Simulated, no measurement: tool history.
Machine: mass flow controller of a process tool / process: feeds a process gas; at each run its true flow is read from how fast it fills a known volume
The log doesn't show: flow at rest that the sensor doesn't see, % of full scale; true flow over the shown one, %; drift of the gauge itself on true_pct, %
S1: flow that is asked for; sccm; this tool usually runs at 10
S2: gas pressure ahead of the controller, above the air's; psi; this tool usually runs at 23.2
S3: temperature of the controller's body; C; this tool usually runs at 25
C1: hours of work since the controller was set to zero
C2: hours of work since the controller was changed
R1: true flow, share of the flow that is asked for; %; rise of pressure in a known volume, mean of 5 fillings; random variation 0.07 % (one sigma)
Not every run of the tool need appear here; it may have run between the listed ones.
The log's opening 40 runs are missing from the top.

run 41 day=118.667 | S1=12 S2=36.3 S3=25 | C1=2073 C2=2073 | R1=99.14
run 42 day=121.375 | S1=10 S2=23.2 S3=22 | C1=2119 C2=2119 | R1=99.23
run 43 day=124.429 | S1=10 S2=23.2 S3=22 | C1=2171 C2=2171 | R1=99.38
run 44 day=128.592 | S1=10 S2=23.2 S3=22 | C1=2242 C2=2242 | R1=99.24
run 45 day=132.312 | S1=10 S2=23.2 S3=22 | C1=2306 C2=2306 | R1=99.29
run 46 day=134.942 | S1=7 S2=36.5 S3=21 | C1=2351 C2=2351 | R1=98.92
run 47 day=138.738 | S1=7 S2=36.5 S3=21 | C1=2415 C2=2415 | R1=98.96
run 48 day=141.275 | S1=12 S2=34.1 S3=29 | C1=2459 C2=2459 | R1=98.87

Forecast each of these 3 alternatives for the next run:
run A day=143.842 | S1=4 S2=23.2 S3=25 | C1=2502 C2=2502 | R1=?
run B day=143.842 | S1=5 S2=38.7 S3=28 | C1=2502 C2=2502 | R1=?
run C day=143.842 | S1=10 S2=27.1 S3=21 | C1=2502 C2=2502 | R1=?

run=A R1=98.40
run=B R1=98.03
run=C R1=99.40
Without the tool's unlogged condition, the same runs would have read:
run=A R1=98.42
run=B R1=98.05
run=C R1=99.41
